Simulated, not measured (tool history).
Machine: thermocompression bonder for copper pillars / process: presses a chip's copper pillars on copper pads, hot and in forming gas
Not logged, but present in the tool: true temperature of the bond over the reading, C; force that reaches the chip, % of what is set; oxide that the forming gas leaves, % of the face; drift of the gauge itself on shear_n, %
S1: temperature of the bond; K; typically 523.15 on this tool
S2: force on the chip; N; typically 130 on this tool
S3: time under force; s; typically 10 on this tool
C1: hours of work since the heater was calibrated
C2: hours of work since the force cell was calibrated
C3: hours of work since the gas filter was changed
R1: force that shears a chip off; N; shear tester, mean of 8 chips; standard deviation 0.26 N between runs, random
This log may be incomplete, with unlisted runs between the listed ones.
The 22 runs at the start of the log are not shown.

run	hour	S1	S2	S3	C1	C2	C3	R1
23	163.3	523.15	100	13	238	173	29	79.7
24	171.5	523.15	100	13	243	178	34	79.7
25	179.9	511.15	100	6	248	183	39	54.7
26	185.1	511.15	100	6	251	186	43	54.4
27	190.0	523.15	83	17	254	189	46	78.7
28	195.4	498.15	105	6	257	192	49	46.6
29	201.8	497.15	103	22	261	196	53	70.7
30	207.2	516.15	124	5	264	200	56	61.4
31	212.9	516.15	124	5	268	203	60	60.8
32	218.4	516.15	124	5	271	206	63	61.0
33	223.9	541.15	160	8	275	210	66	96.6
34	228.0	541.15	160	9	277	212	69	98.5
35	235.3	496.15	130	10	282	217	73	61.5
36	244.5	497.15	130	26	287	222	79	81.3
37	249.9	497.15	130	26	290	226	82	81.8
38	256.7	497.15	130	7	295	230	86	54.6
39	263.4	550.15	105	10	299	234	90	92.4

Forecast each of these 3 alternatives for the next run:
A	271.4	546.15	180	10	304	239	95	?
B	271.4	551.15	124	25	304	239	95	?
C	271.4	542.15	128	10	304	239	95	?

run	R1
A	103.3
B	107.8
C	93.3
Had the tool no hidden state, the same runs would have come out as:
run	R1
A	106.2
B	111.1
C	95.6
